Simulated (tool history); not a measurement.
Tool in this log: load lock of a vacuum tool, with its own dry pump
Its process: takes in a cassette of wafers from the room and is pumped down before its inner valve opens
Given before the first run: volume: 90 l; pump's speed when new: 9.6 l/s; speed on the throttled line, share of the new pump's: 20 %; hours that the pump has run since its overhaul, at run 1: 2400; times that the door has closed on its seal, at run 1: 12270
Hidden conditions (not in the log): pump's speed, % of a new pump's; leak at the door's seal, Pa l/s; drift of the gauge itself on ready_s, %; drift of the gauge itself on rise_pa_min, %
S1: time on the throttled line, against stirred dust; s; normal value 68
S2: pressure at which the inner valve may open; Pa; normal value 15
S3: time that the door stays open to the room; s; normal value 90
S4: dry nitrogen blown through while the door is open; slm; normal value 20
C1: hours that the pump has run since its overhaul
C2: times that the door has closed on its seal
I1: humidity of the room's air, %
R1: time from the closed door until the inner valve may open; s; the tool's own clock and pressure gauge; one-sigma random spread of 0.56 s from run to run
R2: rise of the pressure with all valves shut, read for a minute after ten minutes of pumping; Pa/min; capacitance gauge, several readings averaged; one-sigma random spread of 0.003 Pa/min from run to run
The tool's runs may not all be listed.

run    hour   S1  S2   S3  S4    C1     C2    I1     R1     R2
  1     0.0   68  15   90  20  2400  12270  46.0  139.5  0.036
  2    71.0   68  15   90  20  2471  12558  47.3  139.9  0.039
  3   138.3   68  15   90  20  2538  12832  43.5  140.5  0.036
  4   256.6   68  29   90  20  2656  13312  40.8  133.5  0.036
  5   337.1   68  15   90  20  2737  13639  45.3  140.4  0.039
  6   393.0   68  15   43  20  2793  13866  44.8  141.1  0.034
  7   479.4   68  15   43  20  2879  14217  48.6  140.6  0.034
  8   534.5   68  15   43  20  2934  14442  47.2  140.4  0.029
  9   595.8   68  15   27  20  2996  14690  47.7  141.4  0.028
 10   668.8   68  17   90  20  3069  14987  45.9  139.1  0.044
 11   759.8   68  17   90  20  3160  15357  44.8  139.6  0.042
 12   820.3   68  15   90  20  3220  15602  45.6  142.1  0.040
 13   892.5   68  15   90  29  3292  15896  46.8  141.0  0.037
 14  1010.0   68  15   90  20  3410  16373  45.0  141.6  0.041
 15  1074.3   68  15   90  20  3474  16635  45.6  141.4  0.043
 16  1175.8   68  15   90  20  3576  17047  41.0  141.1  0.045
 17  1230.8   68  15   90  20  3631  17270  46.1  141.2  0.044
 18  1353.5   68  15   90  20  3753  17769  45.6  141.7  0.044
 19  1480.5  101  15  105  20  3880  18285  49.8  168.2  0.050
 20  1551.6  101  25   47  20  3951  18574  44.9  161.9  0.038
 21  1642.2   39  15  189  20  4042  18942  46.0  118.0  0.048
 22  1709.8   68  15  101  20  4110  19217  44.1  141.4  0.041
 23  1785.7   52  15   90  20  4185  19525  46.2  129.4  0.049
 24  1839.7   54  26   96  31  4239  19744  43.6  125.6  0.040
 25  1971.3   54  26  188  19  4371  20279  42.2  124.5  0.056
 26  2055.2   54  26  188  19  4455  20620  43.0  124.9  0.064
 27  2125.8   54  26  188  19  4526  20907  45.9  124.7  0.064
 28  2256.9   68  27   99   5  4657  21439  48.3  136.6  0.083
 29  2346.3   68  14  186   5  4746  21803  41.7  143.4  0.092
 30  2411.1   68  20  123   5  4811  22066  47.9  139.2  0.090
 31  2468.7   68  20   76   5  4868  22300  44.0  139.2  0.073
 32  2594.1   97  15   90  39  4994  22810  44.7  165.5  0.042
 33  2692.4   50  15   90   9  5092  23209  45.8  128.5  0.071
 34  2794.7   50  15   90   9  5195  23625  47.9  128.2  0.071
 35  2923.0  129  12   88   5  5323  24146  45.4  194.8  0.075
 36  2989.0  129  12   88   5  5389  24414  42.5  194.1  0.080

Pick out some run-to-run changes in R1. Of each, how much would a tool without hidden state show as well, from the settings, what came in and chance, and how much is left for the hidden state and any gauge scatter not in both results compared?
Run 20 -> 21: S1 101 -> 39, S2 25 -> 15, S3 47 -> 189. R1 -43.9 s: hidden state +0.9, all else -44.8.
Run 32 -> 33: S1 97 -> 50, S4 39 -> 9. R1 -37.0 s: hidden state +0.6, all else -37.6.
Run 34 -> 35: S1 50 -> 129, S2 15 -> 12, S3 90 -> 88, S4 9 -> 5. R1 +66.6 s: hidden state -0.8, all else +67.4.

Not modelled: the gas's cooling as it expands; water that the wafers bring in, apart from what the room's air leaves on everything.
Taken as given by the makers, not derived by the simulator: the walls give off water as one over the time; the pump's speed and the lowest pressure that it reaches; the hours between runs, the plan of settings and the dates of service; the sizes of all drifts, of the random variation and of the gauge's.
